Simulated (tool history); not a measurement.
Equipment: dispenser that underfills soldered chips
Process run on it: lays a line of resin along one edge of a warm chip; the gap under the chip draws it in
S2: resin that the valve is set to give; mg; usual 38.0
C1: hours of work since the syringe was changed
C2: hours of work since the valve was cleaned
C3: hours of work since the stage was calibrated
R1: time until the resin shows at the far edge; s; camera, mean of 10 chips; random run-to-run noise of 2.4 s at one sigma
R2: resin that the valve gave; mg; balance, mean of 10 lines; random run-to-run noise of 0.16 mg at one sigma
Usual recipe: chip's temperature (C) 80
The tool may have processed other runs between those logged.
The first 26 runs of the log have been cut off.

At day 8.375: new syringe of resin.
Run 27, day 8.692: usual settings but chip's temperature (C) 65, S2 38.5 mg; C1 5; C2 29; C3 194. Result: R1 793.3 s, R2 37.44 mg.
At day 8.933: new syringe of resin.
Run 28, day 8.967: usual settings but chip's temperature (C) 65, S2 38.5 mg; C1 1; C2 33; C3 198. Result: R1 603.5 s, R2 37.52 mg.
Run 29, day 9.221: usual settings but chip's temperature (C) 65, S2 38.5 mg; C1 4; C2 36; C3 202. Result: R1 797.6 s, R2 37.31 mg.
At day 9.496: new syringe of resin.
Run 30, day 9.575: usual settings but chip's temperature (C) 65, S2 38.5 mg; C1 1; C2 41; C3 207. Result: R1 640.0 s, R2 37.46 mg.
At day 10.046: new syringe of resin.
Run 31, day 10.046: usual settings but chip's temperature (C) 65, S2 38.5 mg; C1 0; C2 48; C3 213. Result: R1 579.7 s, R2 37.15 mg.
Run 32, day 10.325: usual settings but chip's temperature (C) 65, S2 40.3 mg; C1 4; C2 52; C3 217. Result: R1 763.7 s, R2 39.00 mg.
At day 10.604: new syringe of resin.
Run 33, day 10.608: usual settings but chip's temperature (C) 76; C1 0; C2 56; C3 221. Result: R1 315.7 s, R2 36.74 mg.
Run 34, day 10.971: usual settings but S2 42.2 mg; C1 5; C2 61; C3 226. Result: R1 374.4 s, R2 40.47 mg.
At day 11.154: new syringe of resin.
Run 35, day 11.183: usual settings but chip's temperature (C) 82, S2 33.2 mg; C1 0; C2 64; C3 229. Result: R1 261.9 s, R2 31.84 mg.
Run 36, day 11.500: usual settings but chip's temperature (C) 70, S2 37.1 mg; C1 5; C2 68; C3 234. Result: R1 647.0 s, R2 35.24 mg.

What if the next run were any one of these 3? Each begins from the tool's condition after run 36:
At day 11.725: new syringe of resin.
Run A, day 11.858: usual settings but chip's temperature (C) 94, S2 47.8 mg; C1 2; C2 73; C3 239. Result: R1 ?, R2 ?.
At day 11.725: new syringe of resin.
Run B, day 11.858: usual settings but chip's temperature (C) 95, S2 36.5 mg; C1 2; C2 73; C3 239. Result: R1 ?, R2 ?.
At day 11.725: new syringe of resin.
Run C, day 11.858: usual settings but chip's temperature (C) 70, S2 39.3 mg; C1 2; C2 73; C3 239. Result: R1 ?, R2 ?.

run     R1     R2
  A  143.0  45.53
  B  142.4  34.46
  C  509.1  37.22
With no hidden state in the tool, these same runs would have given:
run     R1     R2
  A  115.9  47.90
  B  114.1  36.26
  C  405.6  39.16
